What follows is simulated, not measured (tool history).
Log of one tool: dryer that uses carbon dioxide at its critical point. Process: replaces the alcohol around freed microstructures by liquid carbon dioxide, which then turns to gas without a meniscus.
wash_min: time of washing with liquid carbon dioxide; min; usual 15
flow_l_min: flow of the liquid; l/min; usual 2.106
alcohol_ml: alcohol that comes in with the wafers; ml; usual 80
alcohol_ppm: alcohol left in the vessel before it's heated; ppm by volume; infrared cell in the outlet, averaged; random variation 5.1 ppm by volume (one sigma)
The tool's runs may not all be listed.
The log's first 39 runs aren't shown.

run 40 day=18.088 | wash_min=15 flow_l_min=2.106 alcohol_ml=56 | alcohol_ppm=146
run 41 day=18.558 | wash_min=11 flow_l_min=2.69 alcohol_ml=56 | alcohol_ppm=181
run 42 day=18.858 | wash_min=22 flow_l_min=3.26 alcohol_ml=79 | alcohol_ppm=88
run 43 day=19.467 | wash_min=11 flow_l_min=1.99 alcohol_ml=65 | alcohol_ppm=482
run 44 day=19.792 | wash_min=11 flow_l_min=1.99 alcohol_ml=65 | alcohol_ppm=485
run 45 day=20.338 | wash_min=18 flow_l_min=3.49 alcohol_ml=81 | alcohol_ppm=94
run 46 day=20.704 | wash_min=21 flow_l_min=1.8 alcohol_ml=65 | alcohol_ppm=124
run 47 day=21.346 | wash_min=21 flow_l_min=1.8 alcohol_ml=65 | alcohol_ppm=130

3 ways to go on from here, each from the tool as it stands after run 47. What would each give?
run A day=21.675 | wash_min=21 flow_l_min=2.73 alcohol_ml=71 | alcohol_ppm=?
run B day=21.675 | wash_min=11 flow_l_min=1.29 alcohol_ml=65 | alcohol_ppm=?
run C day=21.675 | wash_min=14 flow_l_min=1.74 alcohol_ml=80 | alcohol_ppm=?

run=A alcohol_ppm=108
run=B alcohol_ppm=1690
run=C alcohol_ppm=435
Without the tool's hidden state the same runs would have given:
run=A alcohol_ppm=8
run=B alcohol_ppm=1328
run=C alcohol_ppm=247
